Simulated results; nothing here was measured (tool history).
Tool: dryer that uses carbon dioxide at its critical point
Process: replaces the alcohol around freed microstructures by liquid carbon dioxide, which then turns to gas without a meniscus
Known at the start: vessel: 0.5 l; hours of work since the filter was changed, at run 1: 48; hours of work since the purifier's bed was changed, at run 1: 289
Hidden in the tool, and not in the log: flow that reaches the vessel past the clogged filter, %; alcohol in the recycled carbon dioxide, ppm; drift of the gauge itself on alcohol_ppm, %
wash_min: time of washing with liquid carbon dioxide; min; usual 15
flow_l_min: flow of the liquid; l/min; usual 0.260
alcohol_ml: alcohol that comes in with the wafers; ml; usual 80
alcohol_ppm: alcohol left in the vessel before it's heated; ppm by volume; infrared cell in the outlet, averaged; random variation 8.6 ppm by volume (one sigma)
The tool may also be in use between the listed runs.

run,hour,wash_min,flow_l_min,alcohol_ml,hours of work since the filter was changed,hours of work since the purifier's bed was changed,alcohol_ppm
1,0.0,15,0.260,80,48,289,553
2,13.7,15,0.260,80,57,299,569
3,35.2,15,0.260,80,72,314,587
4,49.4,15,0.260,80,82,323,574
5,61.2,15,0.260,80,90,332,577
6,75.4,15,0.260,80,100,341,589
7,86.3,15,0.260,80,108,349,602
8,104.2,15,0.260,80,120,361,628
9,125.6,15,0.260,80,135,376,633
10,139.0,22,0.192,80,144,386,409
11,158.6,14,0.185,32,158,399,1609
12,183.6,19,0.250,39,175,417,161
13,207.9,15,0.407,21,192,433,79
14,226.9,15,0.407,21,205,447,84
15,240.0,15,0.407,21,214,456,89
16,257.3,19,0.407,93,226,468,82
17,273.3,17,0.157,93,237,479,4379
18,295.1,17,0.288,93,253,494,293

4 ways to go on from here, each from the tool as it stands after run 18. What would each give?
A,314.7,21,0.414,67,266,507,?
B,314.7,15,0.260,50,266,507,?
C,314.7,19,0.260,58,266,507,?
D,314.7,19,0.251,80,266,507,?

run,alcohol_ppm
A,94
B,534
C,214
D,285
Without the tool's hidden state the same runs would have given:
run,alcohol_ppm
A,13
B,301
C,80
D,125
